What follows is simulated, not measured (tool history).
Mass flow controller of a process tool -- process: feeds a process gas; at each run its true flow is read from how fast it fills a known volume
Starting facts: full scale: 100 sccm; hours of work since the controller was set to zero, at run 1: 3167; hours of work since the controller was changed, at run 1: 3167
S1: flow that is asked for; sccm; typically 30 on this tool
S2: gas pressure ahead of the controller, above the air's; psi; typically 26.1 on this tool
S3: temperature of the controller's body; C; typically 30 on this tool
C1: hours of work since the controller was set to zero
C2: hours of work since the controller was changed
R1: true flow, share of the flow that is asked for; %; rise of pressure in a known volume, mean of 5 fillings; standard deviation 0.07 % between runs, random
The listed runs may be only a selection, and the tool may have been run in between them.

run,day,S1,S2,S3,C1,C2,R1
1,0.000,30,26.1,30,3167,3167,99.83
2,7.179,30,26.1,30,3289,3289,99.84
3,16.971,30,26.1,30,3455,3455,99.89
4,30.808,30,26.1,30,3690,3690,100.01
5,47.608,30,26.1,30,3976,3976,100.08
6,54.800,30,26.1,30,4098,4098,99.93
# day 61.583: controller's zero set anew
7,70.650,30,20.5,30,154,4367,99.41
8,86.083,30,26.1,30,416,4629,99.33
# day 91.554: controller's zero set anew, once more
9,103.600,30,26.1,30,205,4926,101.46
10,120.462,30,26.1,30,491,5213,101.71
11,130.908,30,26.1,30,669,5390,101.91
12,142.404,30,26.1,30,864,5586,101.85
13,152.583,30,26.1,23,1037,5759,101.51
14,163.746,30,26.1,23,1227,5948,101.68
15,179.312,15,32.2,26,1491,6213,101.01
16,196.379,15,32.2,26,1781,6503,101.03
17,209.079,37,23.1,22,1997,6719,102.16
18,225.683,21,33.1,25,2279,7001,101.54
19,236.925,57,37.3,36,2470,7192,103.42
20,250.729,72,37.3,36,2705,7426,103.92
21,259.379,46,26.1,30,2852,7573,103.22
# day 271.017: controller exchanged for a calibrated one
22,277.000,24,29.0,31,102,102,98.70
23,291.475,24,29.0,31,348,348,98.97
24,306.421,24,29.0,31,602,602,98.93
25,319.042,24,29.0,31,816,816,99.10
26,331.508,57,29.0,37,1028,1028,100.41
27,344.575,30,20.3,37,1250,1250,99.90
28,356.933,30,33.5,26,1460,1460,99.11

What differs in the tool's unlogged condition from the final listed run ahead of each entry between runs to the first listed run following it?
Between runs 6 and 7: controller's zero set anew (day 61.583)
  flow at rest that the sensor doesn't see, % of full scale: -0.36 -> -0.622; true flow over the shown one, %: 2.21 -> 2.39
  the result without the hidden state subtracted from the measured one, R1: +1.01 -> +0.31 %
Between runs 8 and 9: controller's zero set anew, once more (day 91.554)
  flow at rest that the sensor doesn't see, % of full scale: -0.643 -> -0.032; true flow over the shown one, %: 2.54 -> 2.72
  the result without the hidden state subtracted from the measured one, R1: +0.39 -> +2.62 %
Between runs 21 and 22: controller exchanged for a calibrated one (day 271.017)
  flow at rest that the sensor doesn't see, % of full scale: -0.237 -> -0.065; true flow over the shown one, %: 4.41 -> 0.16
  the result without the hidden state subtracted from the measured one, R1: +3.90 -> -0.11 %
